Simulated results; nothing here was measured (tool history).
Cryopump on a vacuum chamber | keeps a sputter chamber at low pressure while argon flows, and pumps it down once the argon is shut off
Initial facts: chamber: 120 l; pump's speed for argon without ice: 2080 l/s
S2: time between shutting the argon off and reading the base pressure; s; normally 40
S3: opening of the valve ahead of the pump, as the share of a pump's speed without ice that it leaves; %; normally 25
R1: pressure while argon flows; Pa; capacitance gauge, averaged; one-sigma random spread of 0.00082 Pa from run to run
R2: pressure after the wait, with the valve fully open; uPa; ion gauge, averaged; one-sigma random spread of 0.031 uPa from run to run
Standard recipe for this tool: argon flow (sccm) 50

Run 1, hour 0.0: usual settings. Result: R1 0.1680 Pa, R2 1.80 uPa.
Run 2, hour 40.7: usual settings. Result: R1 0.1684 Pa, R2 1.76 uPa.
Run 3, hour 70.4: usual settings but argon flow (sccm) 73. Result: R1 0.2456 Pa, R2 1.79 uPa.
Run 4, hour 100.2: usual settings but S3 35 %. Result: R1 0.1228 Pa, R2 1.71 uPa.
Run 5, hour 147.6: usual settings but S3 35 %. Result: R1 0.1226 Pa, R2 1.70 uPa.
Run 6, hour 182.0: usual settings but S3 35 %. Result: R1 0.1227 Pa, R2 1.74 uPa.
Run 7, hour 224.0: usual settings but argon flow (sccm) 26. Result: R1 0.0882 Pa, R2 1.78 uPa.
Run 8, hour 267.7: usual settings but S2 24 s. Result: R1 0.1698 Pa, R2 2.66 uPa.
Run 9, hour 305.9: usual settings. Result: R1 0.1717 Pa, R2 1.74 uPa.
Run 10, hour 349.7: usual settings but S3 21 %. Result: R1 0.2036 Pa, R2 1.73 uPa.
Run 11, hour 389.1: usual settings but S3 17 %. Result: R1 0.2499 Pa, R2 1.77 uPa.
Run 12, hour 430.3: usual settings but S3 17 %. Result: R1 0.2499 Pa, R2 1.76 uPa.
Run 13, hour 453.2: usual settings but argon flow (sccm) 58, S2 256 s, S3 21 %. Result: R1 0.2367 Pa, R2 0.61 uPa.
Run 14, hour 494.9: usual settings but argon flow (sccm) 24, S2 49 s, S3 23 %. Result: R1 0.0917 Pa, R2 1.54 uPa.
Run 15, hour 535.0: usual settings but argon flow (sccm) 54, S3 29 %. Result: R1 0.1648 Pa, R2 1.82 uPa.
Run 16, hour 554.8: usual settings but argon flow (sccm) 48, S2 21 s, S3 15 %. Result: R1 0.2723 Pa, R2 3.13 uPa.
Run 17, hour 582.0: usual settings but argon flow (sccm) 27, S2 270 s, S3 22 %. Result: R1 0.1065 Pa, R2 0.58 uPa.
Run 18, hour 612.4: usual settings but argon flow (sccm) 27, S2 270 s, S3 22 %. Result: R1 0.1079 Pa, R2 0.58 uPa.
Run 19, hour 641.3: usual settings but argon flow (sccm) 74. Result: R1 0.2612 Pa, R2 1.83 uPa.
Run 20, hour 662.4: usual settings but argon flow (sccm) 75, S2 142 s, S3 43 %. Result: R1 0.1645 Pa, R2 0.79 uPa.
At hour 689.9: pump warmed up, emptied and cooled again.
Run 21, hour 689.9: usual settings but argon flow (sccm) 75, S2 142 s, S3 43 %. Result: R1 0.1433 Pa, R2 0.68 uPa.
Run 22, hour 729.1: usual settings but argon flow (sccm) 75, S2 142 s, S3 43 %. Result: R1 0.1423 Pa, R2 0.72 uPa.
Run 23, hour 755.7: usual settings but argon flow (sccm) 63, S3 49 %. Result: R1 0.1054 Pa, R2 1.71 uPa.
Run 24, hour 789.7: usual settings but argon flow (sccm) 63, S3 43 %. Result: R1 0.1203 Pa, R2 1.73 uPa.

3 options for the next run, each taken on its own from the tool as it stands now. Forecast them:
Run A, hour 822.3: usual settings but argon flow (sccm) 63, S2 49 s, S3 39 %. Result: R1 ?, R2 ?.
Run B, hour 822.3: usual settings but argon flow (sccm) 33, S2 66 s, S3 43 %. Result: R1 ?, R2 ?.
Run C, hour 822.3: usual settings but argon flow (sccm) 63, S2 53 s, S3 55 %. Result: R1 ?, R2 ?.

run      R1    R2
  A  0.1347  1.48
  B  0.0644  1.16
  C  0.0944  1.35
What these runs would have given with no unlogged condition in the tool:
run      R1    R2
  A  0.1322  1.30
  B  0.0632  0.99
  C  0.0920  1.17
